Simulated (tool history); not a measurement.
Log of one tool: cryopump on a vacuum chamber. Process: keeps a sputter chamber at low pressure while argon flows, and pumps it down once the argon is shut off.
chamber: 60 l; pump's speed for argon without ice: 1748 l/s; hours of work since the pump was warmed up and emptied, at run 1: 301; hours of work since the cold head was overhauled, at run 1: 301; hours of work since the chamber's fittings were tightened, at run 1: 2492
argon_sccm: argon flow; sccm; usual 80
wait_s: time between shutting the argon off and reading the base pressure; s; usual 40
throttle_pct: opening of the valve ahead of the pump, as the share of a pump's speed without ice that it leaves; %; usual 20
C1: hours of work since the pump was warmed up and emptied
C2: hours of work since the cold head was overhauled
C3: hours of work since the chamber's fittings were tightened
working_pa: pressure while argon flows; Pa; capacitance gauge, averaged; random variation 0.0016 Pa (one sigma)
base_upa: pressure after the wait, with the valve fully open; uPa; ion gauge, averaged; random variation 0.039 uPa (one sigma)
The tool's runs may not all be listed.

{"run": 1, "day": 0.0, "argon_sccm": 80, "wait_s": 40, "throttle_pct": 20, "C1": 301, "C2": 301, "C3": 2492, "working_pa": 0.403, "base_upa": 3.01}
{"run": 2, "day": 1.546, "argon_sccm": 80, "wait_s": 40, "throttle_pct": 20, "C1": 317, "C2": 317, "C3": 2508, "working_pa": 0.4018, "base_upa": 2.94}
{"run": 3, "day": 2.446, "argon_sccm": 80, "wait_s": 40, "throttle_pct": 20, "C1": 326, "C2": 326, "C3": 2517, "working_pa": 0.404, "base_upa": 2.96}
{"run": 4, "day": 3.758, "argon_sccm": 80, "wait_s": 40, "throttle_pct": 20, "C1": 339, "C2": 339, "C3": 2530, "working_pa": 0.4057, "base_upa": 2.96}
{"run": 5, "day": 4.621, "argon_sccm": 80, "wait_s": 40, "throttle_pct": 20, "C1": 347, "C2": 347, "C3": 2538, "working_pa": 0.4058, "base_upa": 2.96}
{"run": 6, "day": 5.942, "argon_sccm": 80, "wait_s": 40, "throttle_pct": 17, "C1": 360, "C2": 360, "C3": 2551, "working_pa": 0.4761, "base_upa": 2.95}
{"run": 7, "day": 7.846, "argon_sccm": 80, "wait_s": 40, "throttle_pct": 20, "C1": 379, "C2": 379, "C3": 2570, "working_pa": 0.4141, "base_upa": 3.02}
{"run": 8, "day": 8.883, "argon_sccm": 80, "wait_s": 40, "throttle_pct": 20, "C1": 390, "C2": 390, "C3": 2581, "working_pa": 0.4098, "base_upa": 2.95}
{"run": 9, "day": 10.096, "argon_sccm": 80, "wait_s": 40, "throttle_pct": 20, "C1": 402, "C2": 402, "C3": 2593, "working_pa": 0.4103, "base_upa": 3.05}
{"run": 10, "day": 11.108, "argon_sccm": 80, "wait_s": 30, "throttle_pct": 20, "C1": 412, "C2": 412, "C3": 2603, "working_pa": 0.4135, "base_upa": 3.7}
{"run": 11, "day": 12.212, "argon_sccm": 124, "wait_s": 40, "throttle_pct": 20, "C1": 423, "C2": 423, "C3": 2614, "working_pa": 0.6413, "base_upa": 3.01}
{"run": 12, "day": 13.592, "argon_sccm": 124, "wait_s": 40, "throttle_pct": 20, "C1": 436, "C2": 436, "C3": 2627, "working_pa": 0.6411, "base_upa": 2.87}
{"run": 13, "day": 14.679, "argon_sccm": 80, "wait_s": 40, "throttle_pct": 20, "C1": 447, "C2": 447, "C3": 2638, "working_pa": 0.4169, "base_upa": 2.93}
{"run": 14, "day": 16.554, "argon_sccm": 80, "wait_s": 40, "throttle_pct": 20, "C1": 466, "C2": 466, "C3": 2657, "working_pa": 0.4168, "base_upa": 3.15}
{"run": 15, "day": 18.208, "argon_sccm": 80, "wait_s": 50, "throttle_pct": 20, "C1": 482, "C2": 482, "C3": 2673, "working_pa": 0.4169, "base_upa": 2.65}
{"day": 20.171, "done": "pump warmed up, emptied and cooled again"}
{"run": 16, "day": 20.317, "argon_sccm": 80, "wait_s": 40, "throttle_pct": 20, "C1": 1, "C2": 501, "C3": 2692, "working_pa": 0.3893, "base_upa": 2.85}
{"run": 17, "day": 22.146, "argon_sccm": 80, "wait_s": 40, "throttle_pct": 20, "C1": 20, "C2": 519, "C3": 2710, "working_pa": 0.3893, "base_upa": 2.92}
{"run": 18, "day": 23.533, "argon_sccm": 80, "wait_s": 40, "throttle_pct": 20, "C1": 33, "C2": 533, "C3": 2724, "working_pa": 0.3879, "base_upa": 2.88}
{"run": 19, "day": 24.471, "argon_sccm": 80, "wait_s": 40, "throttle_pct": 22, "C1": 43, "C2": 542, "C3": 2733, "working_pa": 0.352, "base_upa": 2.84}
{"run": 20, "day": 25.683, "argon_sccm": 57, "wait_s": 40, "throttle_pct": 51, "C1": 55, "C2": 554, "C3": 2745, "working_pa": 0.1107, "base_upa": 2.83}
{"run": 21, "day": 26.529, "argon_sccm": 57, "wait_s": 40, "throttle_pct": 51, "C1": 63, "C2": 563, "C3": 2754, "working_pa": 0.1105, "base_upa": 2.82}
{"run": 22, "day": 28.404, "argon_sccm": 57, "wait_s": 40, "throttle_pct": 51, "C1": 82, "C2": 582, "C3": 2773, "working_pa": 0.1116, "base_upa": 2.87}
{"run": 23, "day": 29.65, "argon_sccm": 68, "wait_s": 40, "throttle_pct": 32, "C1": 94, "C2": 594, "C3": 2785, "working_pa": 0.2094, "base_upa": 2.81}
{"run": 24, "day": 30.554, "argon_sccm": 160, "wait_s": 46, "throttle_pct": 36, "C1": 103, "C2": 603, "C3": 2794, "working_pa": 0.4404, "base_upa": 2.55}
{"run": 25, "day": 31.988, "argon_sccm": 160, "wait_s": 46, "throttle_pct": 36, "C1": 117, "C2": 617, "C3": 2808, "working_pa": 0.4412, "base_upa": 2.6}
{"run": 26, "day": 33.792, "argon_sccm": 36, "wait_s": 21, "throttle_pct": 55, "C1": 135, "C2": 635, "C3": 2826, "working_pa": 0.0674, "base_upa": 4.76}
{"run": 27, "day": 34.917, "argon_sccm": 36, "wait_s": 21, "throttle_pct": 31, "C1": 147, "C2": 646, "C3": 2837, "working_pa": 0.1143, "base_upa": 4.91}
{"run": 28, "day": 36.729, "argon_sccm": 46, "wait_s": 70, "throttle_pct": 41, "C1": 165, "C2": 664, "C3": 2855, "working_pa": 0.1137, "base_upa": 1.99}
{"run": 29, "day": 37.85, "argon_sccm": 46, "wait_s": 40, "throttle_pct": 20, "C1": 176, "C2": 675, "C3": 2866, "working_pa": 0.2276, "base_upa": 2.96}
{"run": 30, "day": 38.925, "argon_sccm": 46, "wait_s": 40, "throttle_pct": 20, "C1": 186, "C2": 686, "C3": 2877, "working_pa": 0.2286, "base_upa": 2.99}
{"run": 31, "day": 40.85, "argon_sccm": 49, "wait_s": 46, "throttle_pct": 20, "C1": 206, "C2": 705, "C3": 2896, "working_pa": 0.2444, "base_upa": 2.57}
{"run": 32, "day": 42.583, "argon_sccm": 49, "wait_s": 46, "throttle_pct": 20, "C1": 223, "C2": 722, "C3": 2913, "working_pa": 0.244, "base_upa": 2.7}
{"run": 33, "day": 43.679, "argon_sccm": 80, "wait_s": 140, "throttle_pct": 20, "C1": 234, "C2": 733, "C3": 2924, "working_pa": 0.4007, "base_upa": 1.46}
{"run": 34, "day": 44.821, "argon_sccm": 80, "wait_s": 252, "throttle_pct": 18, "C1": 245, "C2": 745, "C3": 2936, "working_pa": 0.4439, "base_upa": 1.24}
{"run": 35, "day": 46.488, "argon_sccm": 80, "wait_s": 26, "throttle_pct": 53, "C1": 262, "C2": 761, "C3": 2952, "working_pa": 0.1614, "base_upa": 3.97}

Some steps in working_pa between neighbouring runs. How much of each would the tool show without its hidden state too (settings, what came in, random variation), and how much is left for the hidden state, with any gauge scatter that isn't in both results?
The hidden state here: pump's speed, % of a pump's without ice; cold plate's temperature, K; leak into the chamber, uPa l/s; drift of the gauge itself on working_pa, %; drift of the gauge itself on base_upa, %.
Run 10 -> 11: argon_sccm 80 -> 124, wait_s 30 -> 40. working_pa +0.2278 Pa: hidden state +0.0150, all else +0.2128.
Run 12 -> 13: argon_sccm 124 -> 80. working_pa -0.2242 Pa: hidden state -0.0138, all else -0.2104.
Run 15 -> 16: wait_s 50 -> 40, pump warmed up, emptied and cooled again. working_pa -0.0276 Pa: hidden state -0.0300, all else +0.0024.
Run 19 -> 20: argon_sccm 80 -> 57, throttle_pct 22 -> 51. working_pa -0.2413 Pa: hidden state -0.0003, all else -0.2410.
Run 25 -> 26: argon_sccm 160 -> 36, wait_s 46 -> 21, throttle_pct 36 -> 55. working_pa -0.3738 Pa: hidden state -0.0093, all else -0.3645.
Run 34 -> 35: wait_s 252 -> 26, throttle_pct 18 -> 53. working_pa -0.2825 Pa: hidden state +0.0010, all else -0.2835.
